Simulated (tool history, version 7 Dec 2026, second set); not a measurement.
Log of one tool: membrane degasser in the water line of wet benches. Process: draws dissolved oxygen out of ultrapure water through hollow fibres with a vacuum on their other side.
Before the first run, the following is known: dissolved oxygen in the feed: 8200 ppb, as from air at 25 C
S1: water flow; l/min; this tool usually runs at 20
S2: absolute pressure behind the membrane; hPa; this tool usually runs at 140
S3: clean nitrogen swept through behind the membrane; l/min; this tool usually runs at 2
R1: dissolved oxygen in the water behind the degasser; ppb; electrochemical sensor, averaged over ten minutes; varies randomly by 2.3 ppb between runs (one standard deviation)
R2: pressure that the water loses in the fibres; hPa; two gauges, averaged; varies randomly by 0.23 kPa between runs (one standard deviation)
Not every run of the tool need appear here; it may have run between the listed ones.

Run 1, hour 0: usual settings. Result: R1 280.2 ppb, R2 582.3 hPa.
Run 2, hour 47.8: usual settings. Result: R1 282.2 ppb, R2 582.6 hPa.
Run 3, hour 99.2: usual settings but S1 16 l/min. Result: R1 224.1 ppb, R2 468.4 hPa.
Run 4, hour 129.8: usual settings but S1 16 l/min. Result: R1 227.1 ppb, R2 470.8 hPa.
Run 5, hour 155.6: usual settings but S3 1.47 l/min. Result: R1 360.1 ppb, R2 588.8 hPa.
Run 6, hour 188.4: usual settings but S2 106 hPa. Result: R1 209.9 ppb, R2 588 hPa.
Run 7, hour 232.1: usual settings but S2 106 hPa. Result: R1 204.9 ppb, R2 590.5 hPa.
Run 8, hour 260.6: usual settings but S2 106 hPa. Result: R1 209 ppb, R2 585.2 hPa.
Run 9, hour 296.2: usual settings but S2 248 hPa. Result: R1 510.9 ppb, R2 586.8 hPa.
Run 10, hour 330.5: usual settings but S2 248 hPa. Result: R1 520.1 ppb, R2 587.4 hPa.
Run 11, hour 365: usual settings. Result: R1 288.9 ppb, R2 591.9 hPa.
Run 12, hour 413.2: usual settings. Result: R1 285.3 ppb, R2 586.6 hPa.
Run 13, hour 463.6: usual settings but S2 200 hPa. Result: R1 410.6 ppb, R2 583.2 hPa.
Run 14, hour 521.4: usual settings but S2 200 hPa. Result: R1 411.2 ppb, R2 590.2 hPa.
Run 15, hour 551.1: usual settings. Result: R1 281.2 ppb, R2 589.3 hPa.
Run 16, hour 606.8: usual settings. Result: R1 286.2 ppb, R2 586.1 hPa.
Run 17, hour 642.7: usual settings but S1 12 l/min, S2 185 hPa, S3 4.13 l/min. Result: R1 124.2 ppb, R2 352.3 hPa.
Run 18, hour 694.2: usual settings but S1 14 l/min, S2 323 hPa, S3 4.13 l/min. Result: R1 257.3 ppb, R2 410.2 hPa.
Run 19, hour 732.9: usual settings but S1 29 l/min, S2 135 hPa, S3 5.01 l/min. Result: R1 206 ppb, R2 853.2 hPa.
Run 20, hour 790.3: usual settings but S1 29 l/min, S2 135 hPa, S3 5.01 l/min. Result: R1 207 ppb, R2 852.5 hPa.
Run 21, hour 821.9: usual settings but S2 113 hPa, S3 2.78 l/min. Result: R1 175.5 ppb, R2 584.9 hPa.
Run 22, hour 854.5: usual settings but S1 17 l/min, S2 208 hPa, S3 1 l/min. Result: R1 673.8 ppb, R2 501.1 hPa.
At hour 858.1: vacuum gauge calibrated.
Run 23, hour 883.7: usual settings but S1 28 l/min, S2 235 hPa, S3 1.39 l/min. Result: R1 888.1 ppb, R2 825.9 hPa.
Run 24, hour 910.3: usual settings but S1 28 l/min, S2 235 hPa, S3 1.39 l/min. Result: R1 889.3 ppb, R2 826.8 hPa.
Run 25, hour 960.1: usual settings but S1 28 l/min, S2 310 hPa, S3 1.38 l/min. Result: R1 1161.7 ppb, R2 828.6 hPa.
Run 26, hour 1020.4: usual settings but S1 16 l/min, S2 307 hPa, S3 4.02 l/min. Result: R1 285.2 ppb, R2 474 hPa.
At hour 1079: vacuum gauge calibrated, once more.
Run 27, hour 1080.7: usual settings but S1 19 l/min, S2 94 hPa, S3 4.02 l/min. Result: R1 105.1 ppb, R2 565.5 hPa.
Run 28, hour 1121.9: usual settings but S1 17 l/min, S2 238 hPa. Result: R1 421 ppb, R2 503.5 hPa.
Run 29, hour 1181: usual settings but S1 30 l/min, S2 347 hPa, S3 1.85 l/min. Result: R1 1107.8 ppb, R2 886.4 hPa.
Run 30, hour 1222.4: usual settings but S1 30 l/min, S2 347 hPa, S3 1.85 l/min. Result: R1 1080.8 ppb, R2 886.6 hPa.
Run 31, hour 1279.7: usual settings but S3 4.09 l/min. Result: R1 164.3 ppb, R2 591.6 hPa.

Alternative continuations, all from the tool just after run 31; predict every row:
Run A, hour 1313.5: usual settings but S1 13 l/min, S2 134 hPa. Result: R1 ?, R2 ?.
Run B, hour 1313.5: usual settings but S1 14 l/min, S2 218 hPa, S3 4.86 l/min. Result: R1 ?, R2 ?.
Run C, hour 1313.5: usual settings but S1 26 l/min, S2 87 hPa, S3 1.52 l/min. Result: R1 ?, R2 ?.
Run D, hour 1313.5: usual settings but S1 26 l/min. Result: R1 ?, R2 ?.
Run E, hour 1313.5: usual settings but S2 232 hPa, S3 4.09 l/min. Result: R1 ?, R2 ?.

run     R1     R2
  A  176.1  386.3
  B  151.4    413
  C  263.2  767.2
  D  369.3    770
  E  270.9  590.9
Without the tool's hidden state the same runs would have given:
run     R1     R2
  A  173.1  375.8
  B  147.9  401.8
  C  257.2  746.4
  D  362.7  749.1
  E  265.3  574.9
